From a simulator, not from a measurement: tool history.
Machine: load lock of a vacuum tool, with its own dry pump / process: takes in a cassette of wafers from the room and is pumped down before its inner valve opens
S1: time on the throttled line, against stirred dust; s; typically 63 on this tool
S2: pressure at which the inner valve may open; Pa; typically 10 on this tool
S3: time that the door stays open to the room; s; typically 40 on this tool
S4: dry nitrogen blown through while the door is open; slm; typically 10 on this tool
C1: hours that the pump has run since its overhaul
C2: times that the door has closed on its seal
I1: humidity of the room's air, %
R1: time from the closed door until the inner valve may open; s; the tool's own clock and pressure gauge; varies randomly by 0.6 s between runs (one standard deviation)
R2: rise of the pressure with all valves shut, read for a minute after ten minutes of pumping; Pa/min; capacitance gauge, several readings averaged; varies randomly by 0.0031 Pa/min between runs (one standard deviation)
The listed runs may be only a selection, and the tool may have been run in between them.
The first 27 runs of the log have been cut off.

| run | hour | S1 | S2 | S3 | S4 | C1 | C2 | I1 | R1 | R2 |
|---|---|---|---|---|---|---|---|---|---|---|
| 28 | 5797.3 | 111 | 10 | 177 | 10 | 5827 | 18767 | 46.5 | 131.7 | 0.464 |
| 29 | 6080.9 | 52 | 12 | 61 | 14 | 6110 | 19885 | 45.1 | 77.7 | 0.424 |
|  | 6283.6 | door's seal changed, seat wiped |
| 30 | 6283.6 | 52 | 12 | 61 | 14 | 6312 | 0 | 44.4 | 78.2 | 0.080 |
| 31 | 6551.2 | 63 | 10 | 40 | 9 | 6579 | 1055 | 46.7 | 89.0 | 0.090 |
| 32 | 6835.4 | 63 | 12 | 155 | 8 | 6863 | 2176 | 41.6 | 88.5 | 0.144 |
| 33 | 7065.3 | 36 | 10 | 40 | 28 | 7093 | 3083 | 48.0 | 65.2 | 0.073 |
| 34 | 7286.5 | 63 | 10 | 88 | 4 | 7315 | 3955 | 46.9 | 89.6 | 0.166 |
| 35 | 7493.6 | 67 | 10 | 38 | 34 | 7522 | 4772 | 45.8 | 93.5 | 0.086 |
| 36 | 7682.8 | 102 | 8 | 38 | 34 | 7711 | 5518 | 44.6 | 126.2 | 0.093 |

5 ways to go on from here, each from the tool as it stands after run 36. What would each give?
| A | 7908.1 | 47 | 10 | 32 | 10 | 7936 | 6407 | 44.7 | ? | ? |
| B | 7908.1 | 44 | 8 | 38 | 15 | 7936 | 6407 | 46.3 | ? | ? |
| C | 7908.1 | 63 | 10 | 40 | 10 | 7936 | 6407 | 43.1 | ? | ? |
| D | 7908.1 | 102 | 8 | 38 | 7 | 7936 | 6407 | 46.7 | ? | ? |
| E | 7908.1 | 63 | 8 | 143 | 10 | 7936 | 6407 | 41.5 | ? | ? |

| run | R1 | R2 |
|---|---|---|
| A | 73.7 | 0.133 |
| B | 74.1 | 0.127 |
| C | 90.2 | 0.134 |
| D | 124.5 | 0.145 |
| E | 89.8 | 0.188 |
Stripped of hidden state, with their random variation kept, the same runs would have yielded:
| run | R1 | R2 |
|---|---|---|
| A | 70.1 | 0.074 |
| B | 70.4 | 0.067 |
| C | 86.8 | 0.075 |
| D | 121.5 | 0.086 |
| E | 86.3 | 0.129 |
